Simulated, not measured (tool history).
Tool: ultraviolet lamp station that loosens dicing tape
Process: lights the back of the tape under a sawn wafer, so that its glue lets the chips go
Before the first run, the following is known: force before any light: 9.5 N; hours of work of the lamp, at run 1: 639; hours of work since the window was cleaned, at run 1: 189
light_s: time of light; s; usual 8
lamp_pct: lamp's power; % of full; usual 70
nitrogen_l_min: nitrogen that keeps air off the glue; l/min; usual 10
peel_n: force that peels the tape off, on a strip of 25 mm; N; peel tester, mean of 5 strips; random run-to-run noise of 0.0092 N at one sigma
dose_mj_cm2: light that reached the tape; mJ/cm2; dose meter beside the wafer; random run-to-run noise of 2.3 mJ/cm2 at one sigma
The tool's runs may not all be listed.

run,hour,light_s,lamp_pct,nitrogen_l_min,hours of work of the lamp,hours of work since the window was cleaned,peel_n,dose_mj_cm2
1,0,8,70,10,639,189,0.564,183
2,39.3,8,65,10,665,215,0.681,168
3,66.9,8,65,10,684,234,0.722,166
4,96.4,6,70,10,703,253,1.121,133
5,121.1,5,70,10,720,270,1.582,112
6,161.3,8,70,3,747,297,1.42,173
7,199.8,8,70,10,773,323,0.66,169
8,238.9,8,70,10,799,349,0.687,169
9,281.1,8,70,10,827,377,0.726,166
10,312.9,8,70,10,848,398,0.716,164
11,345.8,8,70,10,870,420,0.75,164
12,368.6,8,70,10,886,436,0.744,163
13,406.8,8,70,3,911,461,1.605,160
# hour 411: window cleaned of glue's vapour
14,425.6,8,70,3,924,10,2.013,143
15,458.6,7,70,3,946,32,2.427,127
16,478.3,7,70,3,959,45,2.45,122
17,515.1,7,70,3,984,70,2.517,124
18,549,8,70,10,1006,92,1.073,135
19,576.2,8,70,10,1025,111,1.122,137
# hour 593.1: window cleaned of glue's vapour, once more
20,608.4,8,70,10,1046,10,0.604,179
21,647,8,70,6,1072,36,0.871,179
22,673.5,8,70,6,1089,54,0.891,178
23,711.2,8,70,6,1115,79,0.93,175

What does the tool deliver on the next run?
24,741.8,9,61,6,1135,100,?,?

{"run 24": {"peel_n": 0.969, "dose_mj_cm2": 168}}
The same run, on a tool lacking any hidden state, would have yielded peel_n 0.572 N, dose_mj_cm2 213 mJ/cm2.
